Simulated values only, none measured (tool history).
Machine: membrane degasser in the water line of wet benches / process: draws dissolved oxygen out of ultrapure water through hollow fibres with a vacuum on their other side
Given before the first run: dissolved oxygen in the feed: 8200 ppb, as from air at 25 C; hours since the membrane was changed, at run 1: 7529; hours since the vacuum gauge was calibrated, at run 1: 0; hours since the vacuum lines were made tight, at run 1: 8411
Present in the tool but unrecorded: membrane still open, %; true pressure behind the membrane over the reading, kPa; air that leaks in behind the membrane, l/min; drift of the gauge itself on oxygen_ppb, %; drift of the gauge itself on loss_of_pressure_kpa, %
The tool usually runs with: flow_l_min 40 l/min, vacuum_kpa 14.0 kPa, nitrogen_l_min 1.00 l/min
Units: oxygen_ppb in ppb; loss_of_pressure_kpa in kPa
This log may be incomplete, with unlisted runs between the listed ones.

run    hour  flow_l_min  vacuum_kpa  nitrogen_l_min  hours since the membrane was changed  hours since the vacuum gauge was calibrated  hours since the vacuum lines were made tight  oxygen_ppb  loss_of_pressure_kpa
  1     0.0          40        14.0            1.00                                  7529                                            0                                          8411       808.4                 37.57
  2   120.6          40        14.0            1.00                                  7650                                          121                                          8532       808.3                 37.86
  3   239.8          52        14.0            1.00                                  7769                                          240                                          8651       983.6                 49.13
  4   414.1          52        26.7            1.00                                  7943                                          414                                          8826      1897.3                 49.02
  5   562.6          52        26.7            1.00                                  8092                                          563                                          8974      1899.2                 49.21
  6   736.6          52        26.7            1.00                                  8266                                          737                                          9148      1901.6                 49.00
  7   930.9          40        14.0            1.00                                  8460                                          931                                          9342       808.7                 37.48
  8  1027.4          40         8.9            1.00                                  8556                                         1027                                          9439       449.4                 37.77
  9  1109.7          40        11.8            1.00                                  8639                                         1110                                          9521       657.0                 37.89
     1236.2  -- seals of the vacuum lines changed
 10  1275.5          40        11.8            1.00                                  8803                                         1273                                            39       658.4                 37.81
 11  1442.1          40        14.0            1.00                                  8969                                         1440                                           206       807.6                 37.74
 12  1639.0          40        14.0            1.00                                  9166                                         1637                                           403       808.2                 37.67
 13  1740.3          40        14.0            1.00                                  9267                                         1738                                           504       808.0                 37.50
 14  1924.6          40        12.5            1.00                                  9452                                         1923                                           688       705.0                 37.70
 15  2011.1          40        14.0            1.00                                  9538                                         2009                                           775       808.9                 37.37
 16  2146.9          40        14.0            1.00                                  9674                                         2145                                           911       807.9                 37.52
 17  2232.3          36        32.6            1.00                                  9759                                         2230                                           996      1775.6                 34.00
 18  2322.3          53        15.5            2.60                                  9849                                         2320                                          1086       547.6                 49.86
 19  2473.8          40        10.2            0.40                                 10001                                         2472                                          1238      1003.9                 37.42
 20  2616.5          46        18.5            1.55                                 10144                                         2615                                          1380       887.8                 43.39
 21  2773.7          46        18.5            1.55                                 10301                                         2772                                          1538       887.7                 43.09
 22  2890.5          32        11.6            2.65                                 10418                                         2888                                          1654       238.0                 30.36
 23  2989.3          31        14.0            0.49                                 10516                                         2987                                          1753      1108.2                 29.36
 24  3173.6          40        18.6            1.00                                 10701                                         3172                                          1937      1109.9                 37.56
 25  3267.7          40        18.6            1.00                                 10795                                         3266                                          2032      1108.1                 37.79
 26  3464.7          26        27.3            1.23                                 10992                                         3463                                          2229      1008.9                 24.43
 27  3658.1          39        27.3            0.43                                 11185                                         3656                                          2422      2676.6                 36.54
 28  3764.3          39        27.3            0.43                                 11291                                         3762                                          2528      2674.2                 36.82
     3858.8  -- vacuum gauge calibrated
 29  3861.4          41        17.5            2.23                                 11388                                            3                                          2625       568.3                 38.49
 30  3982.4          41        17.5            2.23                                 11509                                          124                                          2746       567.3                 38.39
 31  4092.4          41        17.5            2.23                                 11619                                          234                                          2856       568.4                 38.61

Here are 4 independent what-if runs from the current tool condition. What would each one return?
  A  4186.4          56        17.5            0.73                                 11713                                          328                                          2950           ?                     ?
  B  4186.4          55        12.1            2.23                                 11713                                          328                                          2950           ?                     ?
  C  4186.4          41        14.2            2.23                                 11713                                          328                                          2950           ?                     ?
  D  4186.4          43        17.2            0.78                                 11713                                          328                                          2950           ?                     ?

run  oxygen_ppb  loss_of_pressure_kpa
  A      1613.1                 52.71
  B       477.9                 51.28
  C       446.2                 38.29
  D      1274.9                 40.86
What these runs would have given with no unlogged condition in the tool:
run  oxygen_ppb  loss_of_pressure_kpa
  A      1612.9                 52.65
  B       477.7                 51.21
  C       446.1                 38.24
  D      1274.8                 40.81
